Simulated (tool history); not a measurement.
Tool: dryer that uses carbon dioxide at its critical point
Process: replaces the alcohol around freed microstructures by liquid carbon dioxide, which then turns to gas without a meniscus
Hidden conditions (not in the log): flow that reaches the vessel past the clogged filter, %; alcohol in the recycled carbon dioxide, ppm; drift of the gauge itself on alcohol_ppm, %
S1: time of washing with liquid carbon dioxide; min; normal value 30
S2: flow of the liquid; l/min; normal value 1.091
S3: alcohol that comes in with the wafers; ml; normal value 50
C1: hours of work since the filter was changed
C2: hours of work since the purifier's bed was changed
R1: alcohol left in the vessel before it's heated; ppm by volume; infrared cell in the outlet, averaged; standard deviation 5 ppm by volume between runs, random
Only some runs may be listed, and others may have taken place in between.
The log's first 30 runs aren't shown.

{"run": 31, "hour": 742.9, "S1": 42, "S2": 0.71, "S3": 53, "C1": 384, "C2": 412, "R1": 90}
{"run": 32, "hour": 765.2, "S1": 25, "S2": 1.29, "S3": 64, "C1": 391, "C2": 419, "R1": 76}
{"run": 33, "hour": 789.6, "S1": 40, "S2": 1.29, "S3": 54, "C1": 399, "C2": 426, "R1": 44}
{"run": 34, "hour": 822.3, "S1": 31, "S2": 0.95, "S3": 54, "C1": 409, "C2": 437, "R1": 96}
{"run": 35, "hour": 847.8, "S1": 31, "S2": 0.95, "S3": 54, "C1": 417, "C2": 445, "R1": 95}
{"run": 36, "hour": 873.2, "S1": 25, "S2": 0.77, "S3": 38, "C1": 425, "C2": 453, "R1": 293}
{"run": 37, "hour": 896.9, "S1": 24, "S2": 0.77, "S3": 47, "C1": 433, "C2": 460, "R1": 386}
{"run": 38, "hour": 922.5, "S1": 24, "S2": 0.77, "S3": 47, "C1": 441, "C2": 469, "R1": 389}
{"run": 39, "hour": 943.2, "S1": 30, "S2": 0.77, "S3": 50, "C1": 447, "C2": 475, "R1": 191}
{"run": 40, "hour": 961.1, "S1": 33, "S2": 1.59, "S3": 50, "C1": 453, "C2": 481, "R1": 55}
{"run": 41, "hour": 994.9, "S1": 30, "S2": 1.1, "S3": 114, "C1": 464, "C2": 491, "R1": 101}
{"run": 42, "hour": 1026.8, "S1": 30, "S2": 1.1, "S3": 114, "C1": 474, "C2": 502, "R1": 95}
{"run": 43, "hour": 1040.9, "S1": 30, "S2": 1.17, "S3": 34, "C1": 478, "C2": 506, "R1": 64}
{"run": 44, "hour": 1056.5, "S1": 30, "S2": 1.17, "S3": 34, "C1": 483, "C2": 511, "R1": 64}
{"run": 45, "hour": 1083.1, "S1": 30, "S2": 1.17, "S3": 34, "C1": 492, "C2": 519, "R1": 61}
{"run": 46, "hour": 1100.5, "S1": 19, "S2": 1.091, "S3": 46, "C1": 497, "C2": 525, "R1": 291}
{"run": 47, "hour": 1126.9, "S1": 35, "S2": 1.091, "S3": 52, "C1": 505, "C2": 533, "R1": 63}
{"hour": 1140.6, "done": "inlet filter changed"}
{"run": 48, "hour": 1148.9, "S1": 35, "S2": 1.091, "S3": 91, "C1": 3, "C2": 540, "R1": 57}

Below are 3 alternative next runs, each starting from the tool's condition after run 48. Predict each:
{"run": "A", "hour": 1169.6, "S1": 22, "S2": 0.79, "S3": 105, "C1": 9, "C2": 547, "R1": "?"}
{"run": "B", "hour": 1169.6, "S1": 30, "S2": 1.46, "S3": 59, "C1": 9, "C2": 547, "R1": "?"}
{"run": "C", "hour": 1169.6, "S1": 46, "S2": 0.81, "S3": 23, "C1": 9, "C2": 547, "R1": "?"}

run=A R1=854
run=B R1=47
run=C R1=67
Take away the tool's hidden state, keep each run's random variation, and the runs would have read:
run=A R1=783
run=B R1=0
run=C R1=20
